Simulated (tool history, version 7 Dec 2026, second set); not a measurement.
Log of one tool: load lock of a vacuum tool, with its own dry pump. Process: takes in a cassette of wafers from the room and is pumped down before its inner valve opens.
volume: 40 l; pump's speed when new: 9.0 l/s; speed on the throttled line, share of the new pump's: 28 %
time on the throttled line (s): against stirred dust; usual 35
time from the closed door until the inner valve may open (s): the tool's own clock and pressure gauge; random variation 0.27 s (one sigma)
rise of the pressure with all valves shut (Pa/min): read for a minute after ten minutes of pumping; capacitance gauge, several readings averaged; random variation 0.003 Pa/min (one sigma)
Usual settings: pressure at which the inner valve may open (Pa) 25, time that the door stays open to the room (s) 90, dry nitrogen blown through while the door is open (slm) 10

run	hour	time on the throttled line (s)	pressure at which the inner valve may open (Pa)	time that the door stays open to the room (s)	dry nitrogen blown through while the door is open (slm)	incoming humidity of the room's air, %	time from the closed door until the inner valve may open (s)	rise of the pressure with all valves shut (Pa/min)
1	0	35	25	90	10	45.4	62.7	0.036
2	93.3	35	25	90	10	44.8	62.2	0.029
3	169	35	25	90	10	43.5	62.3	0.03
4	298	59	25	90	10	44	79.9	0.035
5	404.3	44	25	90	10	44.9	68.7	0.032
6	526.2	49	25	90	10	43.8	72.8	0.034
7	584	35	25	90	10	42.4	62.5	0.028
8	708.8	35	25	95	10	47.3	62.6	0.035
9	837.8	35	25	95	10	46.5	62.9	0.035
10	937.2	35	25	90	10	46.2	62.3	0.036
11	1058.3	35	25	90	10	46.6	62.6	0.028
12	1116.7	35	25	90	10	47.4	62.5	0.037
13	1217.5	35	25	90	10	42.1	62.1	0.03
14	1321.6	70	25	90	10	43.2	87.5	0.032
15	1405.1	28	25	90	10	43.9	57.3	0.028
16	1512	28	25	90	10	43.1	57	0.03
17	1600.3	35	20	90	10	43.4	63.5	0.036
18	1674.4	35	25	90	10	42.2	62.7	0.031
19	1811.2	35	19	205	7	43.8	63.4	0.045
20	1905.3	51	29	205	6	45.1	73.3	0.048
21	2025.7	48	19	205	17	45.5	72.7	0.034
22	2086.9	48	19	205	17	48	72.9	0.035
23	2227.7	28	19	139	16	46.3	59	0.035
24	2335	28	19	136	6	48.5	58.5	0.045
25	2466	35	38	90	10	45.8	60.6	0.032
26	2535.1	55	25	134	10	42.5	76.6	0.038
27	2656.9	55	25	134	10	45.1	76.4	0.037
28	2748	21	25	48	9	47.1	52.4	0.024
29	2841	21	25	48	9	43.3	52.2	0.023
30	2931.3	21	25	48	9	44.1	52.1	0.027
31	3030.3	21	25	48	14	49.2	52.2	0.027
32	3128.1	30	43	101	14	44.5	56.6	0.031
33	3238.7	25	18	101	5	43.4	56.7	0.039
34	3379.4	20	34	81	5	47.2	50.4	0.04
35	3462.7	55	34	43	5	43.3	75.2	0.03
36	3553.1	55	34	43	5	45.9	75.1	0.028

5 ways to go on from here, each from the tool as it stands after run 36. What would each give?
A	3693.8	55	33	43	5	44.6	?	?
B	3693.8	55	40	43	5	42.6	?	?
C	3693.8	35	25	90	21	44	?	?
D	3693.8	55	34	55	42	43.9	?	?
E	3693.8	35	25	47	10	43	?	?

run	time from the closed door until the inner valve may open (s)	rise of the pressure with all valves shut (Pa/min)
A	75.7	0.03
B	74.1	0.027
C	62.5	0.027
D	75.6	0.013
E	62.5	0.023
Without the tool's hidden state the same runs would have given:
run	time from the closed door until the inner valve may open (s)	rise of the pressure with all valves shut (Pa/min)
A	75.7	0.028
B	74.1	0.025
C	62.5	0.025
D	75.6	0.011
E	62.5	0.021
